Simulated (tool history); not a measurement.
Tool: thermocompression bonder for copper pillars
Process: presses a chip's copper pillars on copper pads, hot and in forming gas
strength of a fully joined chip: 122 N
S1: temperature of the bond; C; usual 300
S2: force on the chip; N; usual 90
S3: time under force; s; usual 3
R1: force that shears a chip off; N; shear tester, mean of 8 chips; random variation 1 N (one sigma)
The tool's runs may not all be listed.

run     day   S1   S2  S3     R1
  1   0.000  300   90   3   86.0
  2   2.142  300   90   3   87.2
  3   4.683  300   90   3   86.2
  4   6.467  300   90   3   86.3
  5   9.962  300   55   3   67.8
  6  11.608  300   55   3   66.9
  7  13.812  300   55   3   67.1
  8  16.233  300   55   3   67.6
  9  17.929  300   55   3   68.8
 10  21.358  300   55   3   69.3
     23.092  -- forming gas filter changed
 11  23.171  300   90   8  104.9
 12  26.379  300   90   3   86.6
 13  29.625  300   90   3   87.1
 14  31.221  300   68   3   76.2
 15  34.762  300   68   3   74.9
     37.271  -- heater calibrated with a thermocouple chip
 16  37.458  277   72   2   53.8
 17  40.296  297  101   6  104.0
 18  43.725  300   86   3   84.1
 19  47.417  300   86   3   83.9
     47.596  -- forming gas filter changed
 20  50.925  300   86   3   85.2
 21  52.971  279   90   3   74.0
 22  55.296  300   77   3   80.0
 23  57.100  286  107   3   84.9
 24  60.608  286  107   3   83.9
 25  62.921  290   90   3   79.6
 26  65.021  316  122   3  106.1
 27  68.746  303  110   6  108.6
     72.008  -- forming gas filter changed
 28  72.150  325  110   6  115.9
     74.812  -- force cell calibrated
 29  75.808  325  110   6  113.6

4 ways to go on from here, each from the tool as it stands after run 29. What would each give?
  A  78.946  309   77   3   ?
  B  78.946  276  116   6   ?
  C  78.946  300   95   3   ?
  D  78.946  297  125   2   ?

run    R1
  A  87.2
  B  96.9
  C  87.3
  D  88.0
Without the tool's hidden state the same runs would have given:
run    R1
  A  87.3
  B  97.1
  C  87.5
  D  88.1
